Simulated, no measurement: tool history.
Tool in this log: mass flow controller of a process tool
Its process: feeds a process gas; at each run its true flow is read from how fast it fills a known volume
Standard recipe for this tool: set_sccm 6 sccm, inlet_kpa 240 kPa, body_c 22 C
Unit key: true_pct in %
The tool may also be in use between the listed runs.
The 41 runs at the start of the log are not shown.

| run | hour | set_sccm | inlet_kpa | body_c | hours of work since the controller was set to zero | hours of work since the controller was changed | true_pct |
|---|---|---|---|---|---|---|---|
| 42 | 2642.2 | 6 | 270 | 22 | 1018 | 2478 | 98.21 |
| 43 | 2702.1 | 6 | 235 | 38 | 1058 | 2518 | 99.19 |
| 44 | 2742.9 | 3 | 240 | 39 | 1086 | 2546 | 99.41 |
| 45 | 2793.8 | 3 | 240 | 39 | 1120 | 2580 | 99.30 |
| 46 | 2866.5 | 19 | 240 | 26 | 1170 | 2630 | 100.12 |
| 47 | 2934.0 | 5 | 152 | 22 | 1215 | 2675 | 98.83 |
| 48 | 3014.6 | 12 | 231 | 26 | 1270 | 2730 | 99.41 |
| 49 | 3057.5 | 12 | 231 | 26 | 1299 | 2759 | 99.38 |

4 options for the next run, each taken on its own from the tool as it stands now. Forecast them:
| A | 3133.4 | 12 | 170 | 26 | 1350 | 2810 | ? |
| B | 3133.4 | 5 | 169 | 22 | 1350 | 2810 | ? |
| C | 3133.4 | 13 | 186 | 39 | 1350 | 2810 | ? |
| D | 3133.4 | 10 | 240 | 22 | 1350 | 2810 | ? |

| run | true_pct |
|---|---|
| A | 99.79 |
| B | 98.88 |
| C | 100.27 |
| D | 98.94 |
Had the tool no hidden state, the same runs would have come out as:
| run | true_pct |
|---|---|
| A | 99.05 |
| B | 97.58 |
| C | 99.57 |
| D | 98.12 |
